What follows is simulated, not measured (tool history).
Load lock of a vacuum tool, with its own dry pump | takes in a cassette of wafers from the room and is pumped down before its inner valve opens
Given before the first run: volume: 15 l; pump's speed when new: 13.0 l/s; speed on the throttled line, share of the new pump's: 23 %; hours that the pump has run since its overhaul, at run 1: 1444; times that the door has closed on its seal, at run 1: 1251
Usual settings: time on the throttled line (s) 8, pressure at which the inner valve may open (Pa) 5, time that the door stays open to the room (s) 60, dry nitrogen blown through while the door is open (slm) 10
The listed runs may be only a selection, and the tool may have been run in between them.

run	hour	time on the throttled line (s)	pressure at which the inner valve may open (Pa)	time that the door stays open to the room (s)	dry nitrogen blown through while the door is open (slm)	hours that the pump has run since its overhaul	times that the door has closed on its seal	incoming humidity of the room's air, %	time from the closed door until the inner valve may open (s)	rise of the pressure with all valves shut (Pa/min)
1	0.0	8	5	60	10	1444	1251	46.4	17.7	0.087
2	116.4	8	6	60	10	1560	1776	40.5	17.8	0.086
3	208.0	8	6	60	10	1652	2189	44.1	17.8	0.095
4	352.2	8	10	60	10	1796	2840	45.9	16.9	0.111
5	458.3	8	10	60	10	1902	3319	45.7	17.1	0.112
6	588.6	8	10	60	10	2032	3906	47.0	17.2	0.127
7	693.7	8	10	60	10	2137	4380	43.1	17.2	0.126
8	764.7	8	10	60	10	2208	4700	41.6	17.1	0.131
9	865.8	8	10	60	10	2309	5157	44.0	17.1	0.148
10	988.2	8	10	60	10	2432	5709	43.0	17.3	0.151
11	1062.2	8	10	60	10	2506	6042	46.8	17.1	0.164
12	1203.0	8	10	60	10	2647	6677	43.7	17.1	0.180
13	1355.2	8	10	60	10	2799	7364	43.7	16.9	0.193
14	1445.8	6	5	60	10	2889	7773	49.3	16.8	0.212
15	1605.6	6	5	60	10	3049	8494	44.4	17.5	0.223
16	1712.9	8	5	60	20	3157	8977	45.6	18.3	0.224
17	1782.4	8	5	60	20	3226	9291	45.6	18.0	0.232
18	1851.0	8	5	60	10	3295	9601	44.3	18.3	0.255
19	1955.1	8	5	60	10	3399	10070	46.7	18.6	0.278
20	2114.3	8	9	126	10	3558	10788	41.0	17.2	0.316
21	2272.3	8	5	95	10	3716	11501	44.9	17.7	0.349
22	2401.0	12	7	43	25	3845	12081	44.9	20.6	0.311
23	2476.2	12	7	43	25	3920	12421	49.2	21.0	0.317
24	2583.1	8	6	60	7	4027	12903	39.1	17.8	0.363
25	2725.8	15	5	60	10	4169	13546	42.9	23.5	0.386
26	2830.3	11	5	152	8	4274	14018	41.4	21.3	0.444
27	2902.2	6	5	133	15	4346	14342	43.3	16.9	0.445
28	3017.0	6	5	133	15	4461	14860	45.6	16.9	0.463
29	3132.4	6	5	133	15	4576	15380	46.2	17.2	0.489
30	3273.4	6	5	133	15	4717	16016	47.9	17.2	0.515
31	3387.7	6	5	133	15	4831	16532	46.4	16.8	0.527
32	3509.1	5	6	43	15	4953	17079	44.0	16.9	0.516
33	3599.2	5	5	67	29	5043	17486	43.3	16.5	0.526
34	3684.4	5	5	67	29	5128	17870	44.4	16.6	0.541
35	3829.0	10	8	62	10	5273	18522	46.9	19.2	0.597
36	3903.3	10	8	62	10	5347	18858	45.1	19.5	0.611
37	4056.2	11	7	193	10	5500	19547	45.9	20.3	0.693

A few steps of time from the closed door until the inner valve may open (s) between consecutive runs. Split each: what settings, incoming material and random variation would produce without the hidden state, and what is left over for the hidden state, along with gauge scatter present in only one of the two compared results (measured, and without hidden state):
Hidden state present: pump's speed, % of a new pump's; leak at the door's seal, Pa l/s; drift of the gauge itself on ready_s, %; drift of the gauge itself on rise_pa_min, %.
Run 1 -> 2: pressure at which the inner valve may open (Pa) 5 -> 6. time from the closed door until the inner valve may open (s) +0.1: hidden state -0.1, all else +0.2.
Run 13 -> 14: time on the throttled line (s) 8 -> 6, pressure at which the inner valve may open (Pa) 10 -> 5. time from the closed door until the inner valve may open (s) -0.1: hidden state +0.2, all else -0.3.
Run 20 -> 21: pressure at which the inner valve may open (Pa) 9 -> 5, time that the door stays open to the room (s) 126 -> 95. time from the closed door until the inner valve may open (s) +0.5: hidden state +0.2, all else +0.3.
Run 23 -> 24: time on the throttled line (s) 12 -> 8, pressure at which the inner valve may open (Pa) 7 -> 6, time that the door stays open to the room (s) 43 -> 60, dry nitrogen blown through while the door is open (slm) 25 -> 7. time from the closed door until the inner valve may open (s) -3.2: hidden state +0.0, all else -3.2.
Run 24 -> 25: time on the throttled line (s) 8 -> 15, pressure at which the inner valve may open (Pa) 6 -> 5, dry nitrogen blown through while the door is open (slm) 7 -> 10. time from the closed door until the inner valve may open (s) +5.7: hidden state +0.1, all else +5.6.
Run 26 -> 27: time on the throttled line (s) 11 -> 6, time that the door stays open to the room (s) 152 -> 133, dry nitrogen blown through while the door is open (slm) 8 -> 15. time from the closed door until the inner valve may open (s) -4.4: hidden state +0.1, all else -4.5.

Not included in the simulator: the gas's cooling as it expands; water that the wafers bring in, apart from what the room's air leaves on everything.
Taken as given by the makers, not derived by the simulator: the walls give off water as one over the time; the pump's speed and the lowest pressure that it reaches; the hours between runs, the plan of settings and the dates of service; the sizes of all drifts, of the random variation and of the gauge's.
